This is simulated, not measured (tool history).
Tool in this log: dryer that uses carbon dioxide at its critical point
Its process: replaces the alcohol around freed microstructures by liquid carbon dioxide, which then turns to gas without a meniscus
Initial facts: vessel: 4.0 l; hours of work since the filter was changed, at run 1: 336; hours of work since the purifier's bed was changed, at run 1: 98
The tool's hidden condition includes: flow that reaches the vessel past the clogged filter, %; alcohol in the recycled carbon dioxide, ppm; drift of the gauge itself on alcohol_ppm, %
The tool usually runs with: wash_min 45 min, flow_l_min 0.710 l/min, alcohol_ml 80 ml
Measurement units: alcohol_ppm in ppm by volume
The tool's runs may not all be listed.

run	hour	wash_min	flow_l_min	alcohol_ml	hours of work since the filter was changed	hours of work since the purifier's bed was changed	alcohol_ppm
1	0.0	45	0.710	80	336	98	103
2	8.3	45	0.710	80	339	101	99
3	18.1	45	0.710	80	343	105	101
4	25.6	45	0.710	80	346	108	100
5	36.6	45	0.710	80	350	112	106
6	44.7	45	0.710	80	353	115	107
7	53.3	45	0.710	80	356	118	100
8	62.5	45	0.710	92	359	121	116
9	74.5	45	0.710	92	364	126	121
10	86.6	45	0.710	92	368	130	121
11	96.5	45	0.710	92	372	134	115
12	105.3	62	0.710	23	375	137	29
13	117.8	44	0.710	80	380	142	122
14	131.3	44	1.052	80	385	147	22
15	144.4	66	0.464	80	390	152	123

Below are 5 alternative next runs, each starting from the tool's condition after run 15. Predict each:
A	151.9	45	0.588	80	393	155	?
B	151.9	66	0.464	35	393	155	?
C	151.9	66	0.469	57	393	155	?
D	151.9	54	0.528	80	393	155	?
E	151.9	63	0.710	80	393	155	?

run	alcohol_ppm
A	243
B	64
C	88
D	172
E	28
Stripped of hidden state, with their random variation kept, the same runs would have yielded:
run	alcohol_ppm
A	189
B	43
C	62
D	128
E	15
